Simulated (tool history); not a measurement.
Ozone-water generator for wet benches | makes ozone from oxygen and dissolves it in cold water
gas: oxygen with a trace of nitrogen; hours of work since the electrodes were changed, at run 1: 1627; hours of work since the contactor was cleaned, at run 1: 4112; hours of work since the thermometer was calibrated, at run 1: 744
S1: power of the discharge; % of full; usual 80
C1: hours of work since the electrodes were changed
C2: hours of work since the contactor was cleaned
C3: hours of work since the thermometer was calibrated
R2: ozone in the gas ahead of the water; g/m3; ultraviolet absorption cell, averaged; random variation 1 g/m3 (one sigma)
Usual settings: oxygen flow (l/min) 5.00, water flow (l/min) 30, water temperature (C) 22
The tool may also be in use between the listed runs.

{"run": 1, "hour": 0.0, "S1": 80, "oxygen flow (l/min)": 5.0, "water flow (l/min)": 30, "water temperature (C)": 22, "C1": 1627, "C2": 4112, "C3": 744, "dissolved ozone (ppm)": 14.7, "R2": 177.3}
{"run": 2, "hour": 46.2, "S1": 80, "oxygen flow (l/min)": 5.0, "water flow (l/min)": 30, "water temperature (C)": 22, "C1": 1673, "C2": 4157, "C3": 789, "dissolved ozone (ppm)": 14.6, "R2": 177.3}
{"run": 3, "hour": 117.0, "S1": 48, "oxygen flow (l/min)": 5.0, "water flow (l/min)": 30, "water temperature (C)": 22, "C1": 1741, "C2": 4226, "C3": 858, "dissolved ozone (ppm)": 9.7, "R2": 115.9}
{"run": 4, "hour": 162.9, "S1": 48, "oxygen flow (l/min)": 5.0, "water flow (l/min)": 30, "water temperature (C)": 22, "C1": 1786, "C2": 4271, "C3": 903, "dissolved ozone (ppm)": 9.7, "R2": 116.0}
{"run": 5, "hour": 229.0, "S1": 48, "oxygen flow (l/min)": 5.0, "water flow (l/min)": 30, "water temperature (C)": 22, "C1": 1851, "C2": 4335, "C3": 967, "dissolved ozone (ppm)": 9.8, "R2": 115.4}
{"run": 6, "hour": 263.0, "S1": 47, "oxygen flow (l/min)": 5.0, "water flow (l/min)": 30, "water temperature (C)": 22, "C1": 1884, "C2": 4369, "C3": 1000, "dissolved ozone (ppm)": 9.6, "R2": 113.1}
{"run": 7, "hour": 308.4, "S1": 80, "oxygen flow (l/min)": 5.0, "water flow (l/min)": 30, "water temperature (C)": 22, "C1": 1928, "C2": 4413, "C3": 1045, "dissolved ozone (ppm)": 14.6, "R2": 176.6}
{"run": 8, "hour": 366.0, "S1": 80, "oxygen flow (l/min)": 5.0, "water flow (l/min)": 30, "water temperature (C)": 23, "C1": 1984, "C2": 4469, "C3": 1101, "dissolved ozone (ppm)": 14.3, "R2": 175.1}
{"hour": 374.1, "done": "contactor cleaned"}
{"run": 9, "hour": 412.5, "S1": 80, "oxygen flow (l/min)": 5.0, "water flow (l/min)": 30, "water temperature (C)": 23, "C1": 2025, "C2": 37, "C3": 1142, "dissolved ozone (ppm)": 14.1, "R2": 175.4}
{"run": 10, "hour": 448.5, "S1": 80, "oxygen flow (l/min)": 5.0, "water flow (l/min)": 30, "water temperature (C)": 23, "C1": 2061, "C2": 73, "C3": 1177, "dissolved ozone (ppm)": 14.3, "R2": 175.3}
{"run": 11, "hour": 514.7, "S1": 80, "oxygen flow (l/min)": 5.0, "water flow (l/min)": 30, "water temperature (C)": 22, "C1": 2125, "C2": 137, "C3": 1242, "dissolved ozone (ppm)": 14.5, "R2": 174.9}
{"hour": 542.9, "done": "contactor cleaned, once more"}
{"run": 12, "hour": 564.2, "S1": 80, "oxygen flow (l/min)": 5.0, "water flow (l/min)": 30, "water temperature (C)": 22, "C1": 2169, "C2": 21, "C3": 1286, "dissolved ozone (ppm)": 15.1, "R2": 176.7}
{"run": 13, "hour": 634.0, "S1": 80, "oxygen flow (l/min)": 5.0, "water flow (l/min)": 30, "water temperature (C)": 22, "C1": 2237, "C2": 89, "C3": 1354, "dissolved ozone (ppm)": 14.9, "R2": 173.8}
{"run": 14, "hour": 683.9, "S1": 80, "oxygen flow (l/min)": 5.0, "water flow (l/min)": 30, "water temperature (C)": 22, "C1": 2286, "C2": 137, "C3": 1403, "dissolved ozone (ppm)": 15.3, "R2": 174.8}
{"run": 15, "hour": 736.1, "S1": 80, "oxygen flow (l/min)": 5.0, "water flow (l/min)": 30, "water temperature (C)": 22, "C1": 2337, "C2": 188, "C3": 1454, "dissolved ozone (ppm)": 14.8, "R2": 173.0}
{"run": 16, "hour": 802.4, "S1": 57, "oxygen flow (l/min)": 3.58, "water flow (l/min)": 30, "water temperature (C)": 27, "C1": 2401, "C2": 253, "C3": 1518, "dissolved ozone (ppm)": 10.5, "R2": 163.3}
{"run": 17, "hour": 853.5, "S1": 61, "oxygen flow (l/min)": 3.58, "water flow (l/min)": 19, "water temperature (C)": 27, "C1": 2451, "C2": 303, "C3": 1568, "dissolved ozone (ppm)": 16.2, "R2": 171.7}
{"run": 18, "hour": 922.7, "S1": 52, "oxygen flow (l/min)": 4.13, "water flow (l/min)": 47, "water temperature (C)": 19, "C1": 2519, "C2": 370, "C3": 1635, "dissolved ozone (ppm)": 7.1, "R2": 137.2}
{"run": 19, "hour": 978.1, "S1": 52, "oxygen flow (l/min)": 4.13, "water flow (l/min)": 47, "water temperature (C)": 19, "C1": 2573, "C2": 424, "C3": 1689, "dissolved ozone (ppm)": 7.1, "R2": 136.8}
{"run": 20, "hour": 1049.5, "S1": 74, "oxygen flow (l/min)": 6.44, "water flow (l/min)": 30, "water temperature (C)": 17, "C1": 2642, "C2": 494, "C3": 1759, "dissolved ozone (ppm)": 14.7, "R2": 139.7}
{"run": 21, "hour": 1083.0, "S1": 55, "oxygen flow (l/min)": 3.31, "water flow (l/min)": 30, "water temperature (C)": 17, "C1": 2675, "C2": 526, "C3": 1792, "dissolved ozone (ppm)": 11.3, "R2": 166.5}
{"run": 22, "hour": 1131.6, "S1": 55, "oxygen flow (l/min)": 7.98, "water flow (l/min)": 23, "water temperature (C)": 15, "C1": 2722, "C2": 574, "C3": 1839, "dissolved ozone (ppm)": 14.6, "R2": 94.5}
{"run": 23, "hour": 1179.1, "S1": 80, "oxygen flow (l/min)": 3.34, "water flow (l/min)": 30, "water temperature (C)": 22, "C1": 2768, "C2": 620, "C3": 1885, "dissolved ozone (ppm)": 14.6, "R2": 221.0}
{"run": 24, "hour": 1233.5, "S1": 80, "oxygen flow (l/min)": 3.34, "water flow (l/min)": 30, "water temperature (C)": 22, "C1": 2821, "C2": 673, "C3": 1938, "dissolved ozone (ppm)": 14.6, "R2": 221.4}
{"run": 25, "hour": 1266.3, "S1": 80, "oxygen flow (l/min)": 3.34, "water flow (l/min)": 30, "water temperature (C)": 22, "C1": 2853, "C2": 705, "C3": 1970, "dissolved ozone (ppm)": 14.5, "R2": 220.3}
{"run": 26, "hour": 1307.0, "S1": 89, "oxygen flow (l/min)": 5.37, "water flow (l/min)": 22, "water temperature (C)": 22, "C1": 2893, "C2": 744, "C3": 2010, "dissolved ozone (ppm)": 20.1, "R2": 179.9}
{"run": 27, "hour": 1348.2, "S1": 58, "oxygen flow (l/min)": 2.74, "water flow (l/min)": 33, "water temperature (C)": 29, "C1": 2933, "C2": 785, "C3": 2050, "dissolved ozone (ppm)": 9.2, "R2": 190.4}
{"run": 28, "hour": 1386.0, "S1": 58, "oxygen flow (l/min)": 8.98, "water flow (l/min)": 37, "water temperature (C)": 29, "C1": 2970, "C2": 821, "C3": 2087, "dissolved ozone (ppm)": 8.7, "R2": 92.5}
{"run": 29, "hour": 1440.8, "S1": 80, "oxygen flow (l/min)": 8.5, "water flow (l/min)": 23, "water temperature (C)": 22, "C1": 3023, "C2": 875, "C3": 2140, "dissolved ozone (ppm)": 16.9, "R2": 122.7}
{"run": 30, "hour": 1473.9, "S1": 80, "oxygen flow (l/min)": 5.0, "water flow (l/min)": 30, "water temperature (C)": 18, "C1": 3056, "C2": 907, "C3": 2172, "dissolved ozone (ppm)": 15.5, "R2": 168.8}

5 ways to go on from here, each from the tool as it stands after run 30. What would each give?
{"run": "A", "hour": 1516.3, "S1": 64, "oxygen flow (l/min)": 2.84, "water flow (l/min)": 31, "water temperature (C)": 22, "C1": 3097, "C2": 948, "C3": 2214, "dissolved ozone (ppm)": "?", "R2": "?"}
{"run": "B", "hour": 1516.3, "S1": 80, "oxygen flow (l/min)": 8.61, "water flow (l/min)": 30, "water temperature (C)": 22, "C1": 3097, "C2": 948, "C3": 2214, "dissolved ozone (ppm)": "?", "R2": "?"}
{"run": "C", "hour": 1516.3, "S1": 57, "oxygen flow (l/min)": 6.71, "water flow (l/min)": 30, "water temperature (C)": 18, "C1": 3097, "C2": 948, "C3": 2214, "dissolved ozone (ppm)": "?", "R2": "?"}
{"run": "D", "hour": 1516.3, "S1": 80, "oxygen flow (l/min)": 3.5, "water flow (l/min)": 30, "water temperature (C)": 26, "C1": 3097, "C2": 948, "C3": 2214, "dissolved ozone (ppm)": "?", "R2": "?"}
{"run": "E", "hour": 1516.3, "S1": 84, "oxygen flow (l/min)": 6.22, "water flow (l/min)": 30, "water temperature (C)": 18, "C1": 3097, "C2": 948, "C3": 2214, "dissolved ozone (ppm)": "?", "R2": "?"}

run=A dissolved_ozone_(ppm)=11.5 R2=204.0
run=B dissolved_ozone_(ppm)=14.3 R2=124.3
run=C dissolved_ozone_(ppm)=11.5 R2=108.4
run=D dissolved_ozone_(ppm)=14.1 R2=213.1
run=E dissolved_ozone_(ppm)=15.8 R2=154.3
Without the tool's hidden state the same runs would have given:
run=A dissolved_ozone_(ppm)=12.3 R2=216.0
run=B dissolved_ozone_(ppm)=15.4 R2=132.9
run=C dissolved_ozone_(ppm)=12.2 R2=114.1
run=D dissolved_ozone_(ppm)=15.2 R2=228.2
run=E dissolved_ozone_(ppm)=17.1 R2=165.7
